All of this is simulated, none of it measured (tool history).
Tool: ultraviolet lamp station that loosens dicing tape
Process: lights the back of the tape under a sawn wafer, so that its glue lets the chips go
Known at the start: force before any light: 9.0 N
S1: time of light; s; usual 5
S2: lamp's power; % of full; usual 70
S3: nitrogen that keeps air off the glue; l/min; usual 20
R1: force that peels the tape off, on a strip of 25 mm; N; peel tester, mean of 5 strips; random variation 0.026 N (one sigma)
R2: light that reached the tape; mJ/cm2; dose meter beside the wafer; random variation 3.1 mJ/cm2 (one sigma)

run,hour,S1,S2,S3,R1,R2
1,0,5,70,20,1.485,439
2,11.5,5,70,20,1.486,441
3,32.5,5,70,20,1.485,440
4,59,5,70,20,1.508,432
5,73.5,5,70,20,1.541,428
6,93,5,94,20,0.874,576
7,105.1,5,94,20,0.913,575
8,124,5,94,20,0.963,576
9,140.2,5,75,20,1.42,449
10,153.4,5,70,16,1.848,416
11,175,5,70,13,2.12,419
12,186.9,5,70,13,2.218,416
13,197.8,5,70,20,1.571,413
14,224.4,5,84,20,1.206,497
15,239.2,5,68,13,2.227,398
# hour 242.2: window cleaned of glue's vapour
16,256.9,2,75,11,5.157,175
17,281.7,2,75,11,5.189,174
18,299.8,2,65,11,5.419,149
19,324.4,2,65,11,5.585,147
20,336.7,4,65,36,1.951,296
21,362.7,9,76,7,1.279,777
22,377.5,9,76,7,1.21,762
# hour 380.4: window cleaned of glue's vapour, once more
23,398.9,6,63,7,2.578,460
24,409.9,2,98,28,2.908,236
25,423.6,3,74,6,4.569,268
26,441.6,3,74,6,4.689,263
27,455.6,5,64,11,2.628,381

Some steps in R1 between neighbouring runs. How much of each would the tool show without its hidden state too (settings, what came in, random variation), and how much is left for the hidden state, with any gauge scatter that isn't in both results?
The hidden state here: lamp's light, % of a new lamp's; light that the window lets through, % of a clean one's; drift of the gauge itself on peel_n, %; drift of the gauge itself on dose_mj_cm2, %.
Run 14 -> 15: S2 84 -> 68, S3 20 -> 13. R1 +1.021 N: hidden state +0.133, all else +0.888.
Run 15 -> 16: S1 5 -> 2, S2 68 -> 75, S3 13 -> 11, window cleaned of glue's vapour. R1 +2.93 N: hidden state +0.061, all else +2.869.
Run 19 -> 20: S1 2 -> 4, S3 11 -> 36. R1 -3.634 N: hidden state -0.019, all else -3.615.
Run 20 -> 21: S1 4 -> 9, S2 65 -> 76, S3 36 -> 7. R1 -0.672 N: hidden state -0.101, all else -0.571.
